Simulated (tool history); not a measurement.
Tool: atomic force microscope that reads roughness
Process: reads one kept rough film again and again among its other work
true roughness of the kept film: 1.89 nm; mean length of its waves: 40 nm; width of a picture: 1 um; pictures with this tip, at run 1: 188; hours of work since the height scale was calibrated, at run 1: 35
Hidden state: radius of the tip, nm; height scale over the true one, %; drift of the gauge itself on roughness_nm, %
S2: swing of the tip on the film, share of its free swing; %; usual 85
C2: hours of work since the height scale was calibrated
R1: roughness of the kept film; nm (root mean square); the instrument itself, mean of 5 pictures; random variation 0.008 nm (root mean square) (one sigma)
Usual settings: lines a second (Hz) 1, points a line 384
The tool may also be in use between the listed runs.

{"run": 1, "hour": 0.0, "lines a second (Hz)": 1, "S2": 85, "points a line": 384, "pictures with this tip": 188, "C2": 35, "R1": 1.612}
{"run": 2, "hour": 20.1, "lines a second (Hz)": 1, "S2": 85, "points a line": 384, "pictures with this tip": 210, "C2": 43, "R1": 1.584}
{"run": 3, "hour": 46.8, "lines a second (Hz)": 1, "S2": 85, "points a line": 384, "pictures with this tip": 239, "C2": 55, "R1": 1.56}
{"hour": 62.3, "done": "new tip fitted"}
{"run": 4, "hour": 63.8, "lines a second (Hz)": 1, "S2": 58, "points a line": 384, "pictures with this tip": 1, "C2": 62, "R1": 1.776}
{"run": 5, "hour": 94.0, "lines a second (Hz)": 1, "S2": 85, "points a line": 600, "pictures with this tip": 35, "C2": 75, "R1": 1.707}
{"run": 6, "hour": 116.9, "lines a second (Hz)": 1, "S2": 85, "points a line": 600, "pictures with this tip": 60, "C2": 85, "R1": 1.693}
{"run": 7, "hour": 140.0, "lines a second (Hz)": 1, "S2": 58, "points a line": 600, "pictures with this tip": 85, "C2": 95, "R1": 1.721}
{"run": 8, "hour": 171.8, "lines a second (Hz)": 1, "S2": 58, "points a line": 600, "pictures with this tip": 120, "C2": 108, "R1": 1.681}
{"run": 9, "hour": 193.0, "lines a second (Hz)": 1, "S2": 58, "points a line": 373, "pictures with this tip": 143, "C2": 117, "R1": 1.685}
{"run": 10, "hour": 217.8, "lines a second (Hz)": 1, "S2": 58, "points a line": 373, "pictures with this tip": 170, "C2": 128, "R1": 1.648}
{"run": 11, "hour": 233.2, "lines a second (Hz)": 1, "S2": 58, "points a line": 373, "pictures with this tip": 187, "C2": 135, "R1": 1.636}
{"run": 12, "hour": 260.3, "lines a second (Hz)": 1, "S2": 58, "points a line": 373, "pictures with this tip": 217, "C2": 146, "R1": 1.618}
{"run": 13, "hour": 287.1, "lines a second (Hz)": 1, "S2": 58, "points a line": 373, "pictures with this tip": 246, "C2": 158, "R1": 1.596}
{"hour": 297.2, "done": "new tip fitted"}
{"run": 14, "hour": 318.1, "lines a second (Hz)": 1, "S2": 58, "points a line": 373, "pictures with this tip": 23, "C2": 171, "R1": 1.757}
{"run": 15, "hour": 338.5, "lines a second (Hz)": 1, "S2": 58, "points a line": 373, "pictures with this tip": 45, "C2": 179, "R1": 1.744}
{"run": 16, "hour": 370.5, "lines a second (Hz)": 1, "S2": 58, "points a line": 373, "pictures with this tip": 80, "C2": 193, "R1": 1.703}
{"run": 17, "hour": 390.4, "lines a second (Hz)": 1, "S2": 85, "points a line": 384, "pictures with this tip": 102, "C2": 202, "R1": 1.629}
{"run": 18, "hour": 412.0, "lines a second (Hz)": 1, "S2": 85, "points a line": 384, "pictures with this tip": 126, "C2": 211, "R1": 1.62}
{"run": 19, "hour": 441.3, "lines a second (Hz)": 0.91, "S2": 85, "points a line": 410, "pictures with this tip": 158, "C2": 224, "R1": 1.624}
{"run": 20, "hour": 463.0, "lines a second (Hz)": 1.53, "S2": 56, "points a line": 410, "pictures with this tip": 182, "C2": 233, "R1": 1.633}
{"run": 21, "hour": 489.2, "lines a second (Hz)": 1.53, "S2": 56, "points a line": 410, "pictures with this tip": 210, "C2": 244, "R1": 1.626}
{"run": 22, "hour": 520.7, "lines a second (Hz)": 1.1, "S2": 56, "points a line": 726, "pictures with this tip": 245, "C2": 258, "R1": 1.605}
{"hour": 530.0, "done": "new tip fitted"}
{"run": 23, "hour": 553.0, "lines a second (Hz)": 0.75, "S2": 61, "points a line": 588, "pictures with this tip": 25, "C2": 271, "R1": 1.763}
{"run": 24, "hour": 577.2, "lines a second (Hz)": 0.75, "S2": 61, "points a line": 588, "pictures with this tip": 51, "C2": 282, "R1": 1.742}
{"run": 25, "hour": 609.5, "lines a second (Hz)": 1.32, "S2": 82, "points a line": 368, "pictures with this tip": 87, "C2": 295, "R1": 1.651}
{"run": 26, "hour": 624.4, "lines a second (Hz)": 3.93, "S2": 84, "points a line": 260, "pictures with this tip": 103, "C2": 302, "R1": 1.497}
{"run": 27, "hour": 641.1, "lines a second (Hz)": 0.99, "S2": 85, "points a line": 387, "pictures with this tip": 122, "C2": 309, "R1": 1.652}
{"run": 28, "hour": 666.5, "lines a second (Hz)": 0.98, "S2": 56, "points a line": 384, "pictures with this tip": 149, "C2": 320, "R1": 1.682}
{"run": 29, "hour": 692.0, "lines a second (Hz)": 0.98, "S2": 56, "points a line": 384, "pictures with this tip": 177, "C2": 331, "R1": 1.652}
{"run": 30, "hour": 725.4, "lines a second (Hz)": 1, "S2": 69, "points a line": 359, "pictures with this tip": 214, "C2": 345, "R1": 1.608}
{"run": 31, "hour": 740.0, "lines a second (Hz)": 1, "S2": 69, "points a line": 359, "pictures with this tip": 230, "C2": 351, "R1": 1.593}
{"run": 32, "hour": 759.7, "lines a second (Hz)": 0.6, "S2": 85, "points a line": 831, "pictures with this tip": 252, "C2": 360, "R1": 1.588}
{"hour": 763.9, "done": "new tip fitted"}
{"run": 33, "hour": 780.0, "lines a second (Hz)": 0.6, "S2": 85, "points a line": 831, "pictures with this tip": 17, "C2": 368, "R1": 1.73}

5 ways to go on from here, each from the tool as it stands after run 33. What would each give?
{"run": "A", "hour": 794.5, "lines a second (Hz)": 0.72, "S2": 62, "points a line": 498, "pictures with this tip": 33, "C2": 375, "R1": "?"}
{"run": "B", "hour": 794.5, "lines a second (Hz)": 0.6, "S2": 61, "points a line": 651, "pictures with this tip": 33, "C2": 375, "R1": "?"}
{"run": "C", "hour": 794.5, "lines a second (Hz)": 0.6, "S2": 85, "points a line": 342, "pictures with this tip": 33, "C2": 375, "R1": "?"}
{"run": "D", "hour": 794.5, "lines a second (Hz)": 0.57, "S2": 79, "points a line": 703, "pictures with this tip": 33, "C2": 375, "R1": "?"}
{"run": "E", "hour": 794.5, "lines a second (Hz)": 3.5, "S2": 76, "points a line": 831, "pictures with this tip": 33, "C2": 375, "R1": "?"}

run=A R1=1.759
run=B R1=1.76
run=C R1=1.719
run=D R1=1.735
run=E R1=1.623
Without the tool's hidden state the same runs would have given:
run=A R1=1.793
run=B R1=1.794
run=C R1=1.752
run=D R1=1.768
run=E R1=1.654
